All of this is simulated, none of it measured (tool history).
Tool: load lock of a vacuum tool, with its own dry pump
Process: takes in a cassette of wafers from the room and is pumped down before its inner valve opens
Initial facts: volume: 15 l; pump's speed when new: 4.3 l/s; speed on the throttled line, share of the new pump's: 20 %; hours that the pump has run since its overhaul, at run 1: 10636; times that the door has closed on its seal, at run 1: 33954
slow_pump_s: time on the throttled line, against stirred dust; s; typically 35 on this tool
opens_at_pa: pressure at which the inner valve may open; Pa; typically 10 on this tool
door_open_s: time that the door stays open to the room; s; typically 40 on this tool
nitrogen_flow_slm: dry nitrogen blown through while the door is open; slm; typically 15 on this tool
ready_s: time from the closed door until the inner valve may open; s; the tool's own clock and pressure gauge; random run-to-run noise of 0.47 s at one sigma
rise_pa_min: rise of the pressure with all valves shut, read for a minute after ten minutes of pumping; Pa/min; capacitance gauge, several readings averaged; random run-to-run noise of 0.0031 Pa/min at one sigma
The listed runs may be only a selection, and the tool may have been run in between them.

run,hour,slow_pump_s,opens_at_pa,door_open_s,nitrogen_flow_slm,hours that the pump has run since its overhaul,times that the door has closed on its seal,"incoming humidity of the room's air, %",ready_s,rise_pa_min
1,0,35,10,40,15,10636,33954,43.6,64.2,0.197
2,120.1,35,10,40,15,10756,34429,45.7,64.7,0.207
3,347.3,35,10,40,15,10983,35327,45.9,64.9,0.211
4,457.8,35,10,164,15,11094,35764,44.8,64.4,0.325
5,652.8,35,10,164,15,11289,36535,45.6,65.1,0.338
6,866.6,35,10,164,15,11503,37379,45.3,64.4,0.336
7,978.9,35,10,164,15,11615,37823,44,64.4,0.333
8,1147.7,35,13,40,15,11784,38491,47,63.7,0.229
9,1376.2,35,13,40,15,12012,39394,41,63.5,0.238
10,1524.4,35,13,40,15,12161,39980,45.1,63.1,0.252
11,1680.9,35,10,40,15,12317,40598,49.1,64,0.258
12,1787.3,35,15,40,15,12424,41019,44,63.2,0.253
13,1981.1,44,7,156,43,12617,41784,48.4,73.3,0.315
14,2115.2,35,13,40,6,12751,42315,43.6,63.9,0.277
15,2257.5,52,10,113,4,12894,42877,46.6,78.4,0.388
16,2430.7,52,10,113,4,13067,43562,44.4,77.9,0.386
17,2575.3,30,12,71,15,13212,44133,46.7,59.9,0.307
18,2823.1,30,12,71,15,13459,45113,44.3,61.7,0.321
19,3076.4,30,12,75,15,13713,46114,43.4,61.3,0.33
20,3213.2,42,12,56,15,13849,46655,45.6,69.7,0.317
21,3429.3,39,10,40,15,14066,47509,47.2,68,0.299
22,3576.6,23,10,106,38,14213,48091,42.8,56.6,0.324
23,3786.5,23,10,106,38,14423,48920,43.3,57.4,0.339

Alternative continuations, all from the tool just after run 23; predict every row:
A,3968.6,35,10,185,13,14605,49640,43.9,?,?
B,3968.6,35,10,130,15,14605,49640,45.3,?,?
C,3968.6,23,10,29,38,14605,49640,48.4,?,?

run,ready_s,rise_pa_min
A,66.6,0.453
B,66.7,0.407
C,56.1,0.299
With no hidden state in the tool, these same runs would have given:
run,ready_s,rise_pa_min
A,60.9,0.193
B,61,0.149
C,50.1,0.037
